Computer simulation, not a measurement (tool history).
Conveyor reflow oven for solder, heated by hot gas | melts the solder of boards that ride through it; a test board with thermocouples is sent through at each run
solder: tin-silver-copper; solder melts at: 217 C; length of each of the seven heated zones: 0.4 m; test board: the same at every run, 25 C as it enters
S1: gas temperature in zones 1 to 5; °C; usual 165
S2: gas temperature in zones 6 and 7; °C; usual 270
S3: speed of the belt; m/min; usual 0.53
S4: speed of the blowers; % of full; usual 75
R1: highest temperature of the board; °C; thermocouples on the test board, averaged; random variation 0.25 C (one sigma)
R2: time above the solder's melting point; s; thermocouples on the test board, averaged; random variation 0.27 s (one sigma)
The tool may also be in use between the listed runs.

run   hour   S1   S2     S3  S4     R1    R2
  1      0  165  270   0.53  75  253.8  65.9
  2    9.5  172  270   0.53  75  254.4  69.7
  3   17.3  172  270   0.53  75  254.6    69
  4   32.1  165  270   0.53  75  252.9  65.6
  5   39.4  165  270   0.53  75    253  65.9
  6   51.1  162  270   0.53  75  252.5  64.1
  7   62.8  162  270   0.53  75  252.6    64
  8   73.4  165  273   0.53  75  255.9  67.8
  9   82.6  165  273   0.53  75    256    68
 10   94.7  165  273   0.53  75  255.5  68.1
 11  105.9  165  270   0.53  75  252.8  65.3
 12  122.1  165  270   0.53  65  250.1  62.5
 13  136.1  165  270   0.53  75  252.7  65.7
 14  147.1  165  270   0.53  75  252.8  64.8
 15  155.3  165  270   0.53  75  252.9  65.2
 16  171.6  150  282   0.53  79  261.9  67.1
 17  182.9  150  282   0.53  79  262.1  67.4
 18  193.5  150  282   0.53  79  261.6  67.2
 19  209.3  150  273  0.592  58  242.6  41.7
 20    223  150  273  0.592  58  242.8  42.1
 21  239.1  151  270   0.53  75  250.3  57.9
 22    255  151  261  0.567  75  239.6  42.6
 23  269.2  151  261  0.567  75  239.8  43.1
 24  280.5  157  270   0.53  77  251.7  61.7
 25  296.9  157  270   0.53  77  251.3  61.5
 26  312.5  157  270   0.53  77  251.5  60.5
 27  327.1  157  270   0.53  77  251.6  61.2
 28  342.7  165  270  0.573  75    249  56.6
 29  352.7  165  270  0.573  75  249.1  56.4
 30  365.6  165  270   0.53  70  250.9  63.1

3 ways to go on from here, each from the tool as it stands after run 30. What would each give?
  A  377.8  172  270  0.53  62   ?   ?
  B  377.8  165  261  0.53  70   ?   ?
  C  377.8  165  270  0.53  52   ?   ?

run     R1    R2
  A  250.2  64.6
  B    243  55.7
  C  245.4  56.2
Without the tool's hidden state the same runs would have given:
run     R1    R2
  A  252.3  66.5
  B  245.2  58.5
  C  247.5  58.5
